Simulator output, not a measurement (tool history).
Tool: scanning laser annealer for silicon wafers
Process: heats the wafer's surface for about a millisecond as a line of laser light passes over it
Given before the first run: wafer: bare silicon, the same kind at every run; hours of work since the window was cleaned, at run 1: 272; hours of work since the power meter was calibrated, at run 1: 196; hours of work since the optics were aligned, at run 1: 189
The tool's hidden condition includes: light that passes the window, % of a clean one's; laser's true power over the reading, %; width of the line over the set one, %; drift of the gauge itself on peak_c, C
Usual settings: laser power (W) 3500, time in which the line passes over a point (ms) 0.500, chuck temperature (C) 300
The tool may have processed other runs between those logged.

| run | day | laser power (W) | time in which the line passes over a point (ms) | chuck temperature (C) | hours of work since the window was cleaned | hours of work since the power meter was calibrated | hours of work since the optics were aligned | highest temperature of the surface (C) |
|---|---|---|---|---|---|---|---|---|
| 1 | 0.000 | 3500 | 0.500 | 300 | 272 | 196 | 189 | 1053 |
| 2 | 0.362 | 3500 | 0.500 | 300 | 276 | 200 | 193 | 1051 |
| 3 | 0.746 | 3500 | 0.500 | 300 | 280 | 204 | 197 | 1052 |
| 4 | 1.154 | 3500 | 0.500 | 300 | 284 | 209 | 202 | 1053 |
| 5 | 1.529 | 3500 | 0.500 | 300 | 289 | 213 | 206 | 1052 |
| 6 | 1.779 | 3500 | 0.500 | 300 | 291 | 216 | 209 | 1054 |
| 7 | 2.192 | 3500 | 0.500 | 300 | 296 | 220 | 214 | 1050 |
| 8 | 2.462 | 3500 | 0.500 | 300 | 299 | 223 | 217 | 1054 |
| 9 | 2.858 | 3500 | 0.500 | 300 | 303 | 228 | 221 | 1056 |
| 10 | 3.267 | 3500 | 0.500 | 300 | 308 | 232 | 226 | 1051 |
| 11 | 3.500 | 3500 | 0.500 | 300 | 310 | 235 | 228 | 1051 |
| 12 | 3.892 | 3787 | 0.500 | 300 | 315 | 239 | 232 | 1121 |
| 13 | 4.304 | 3500 | 0.500 | 322 | 319 | 244 | 237 | 1075 |
| 14 | 4.746 | 3500 | 0.500 | 322 | 324 | 249 | 242 | 1080 |
| 15 | 5.175 | 3500 | 0.500 | 322 | 329 | 254 | 247 | 1078 |
| 16 | 5.383 | 3500 | 0.500 | 300 | 331 | 256 | 249 | 1050 |
| 17 | 5.838 | 3500 | 0.500 | 300 | 336 | 261 | 254 | 1052 |
| 18 | 6.279 | 3593 | 0.500 | 272 | 341 | 266 | 259 | 1045 |
| 19 | 6.675 | 3593 | 0.597 | 275 | 346 | 270 | 263 | 1133 |
| 20 | 7.008 | 3593 | 0.597 | 275 | 349 | 274 | 267 | 1133 |
| 21 | 7.417 | 3593 | 0.597 | 275 | 354 | 279 | 272 | 1134 |
| 22 | 7.750 | 3649 | 0.598 | 300 | 358 | 282 | 275 | 1178 |
| 23 | 8.038 | 3734 | 0.381 | 283 | 361 | 285 | 279 | 972 |
| 24 | 8.392 | 3343 | 0.608 | 279 | 365 | 289 | 283 | 1084 |
| 25 | 8.800 | 3333 | 0.361 | 277 | 369 | 294 | 287 | 867 |
| 26 | 9.254 | 3341 | 0.367 | 317 | 374 | 299 | 292 | 916 |
| 27 | 9.604 | 3341 | 0.367 | 317 | 378 | 303 | 296 | 908 |
| 28 | 9.871 | 3290 | 0.576 | 317 | 381 | 306 | 299 | 1080 |
| 29 | 10.288 | 3848 | 0.416 | 321 | 386 | 311 | 304 | 1068 |
| 30 | 10.721 | 3685 | 0.566 | 288 | 391 | 315 | 308 | 1146 |
| 31 | 10.988 | 3096 | 0.368 | 327 | 394 | 318 | 311 | 874 |
| 32 | 11.254 | 3690 | 0.441 | 327 | 397 | 321 | 314 | 1068 |
| 33 | 11.612 | 3563 | 0.369 | 293 | 401 | 325 | 318 | 932 |

Branching from run 33: 3 alternative next runs. What would each branch give?
| A | 11.858 | 3727 | 0.500 | 300 | 403 | 328 | 321 | ? |
| B | 11.858 | 3747 | 0.566 | 333 | 403 | 328 | 321 | ? |
| C | 11.858 | 3500 | 0.500 | 300 | 403 | 328 | 321 | ? |

| run | highest temperature of the surface (C) |
|---|---|
| A | 1105 |
| B | 1204 |
| C | 1050 |
What these runs would have given with no unlogged condition in the tool:
| run | highest temperature of the surface (C) |
|---|---|
| A | 1106 |
| B | 1205 |
| C | 1051 |
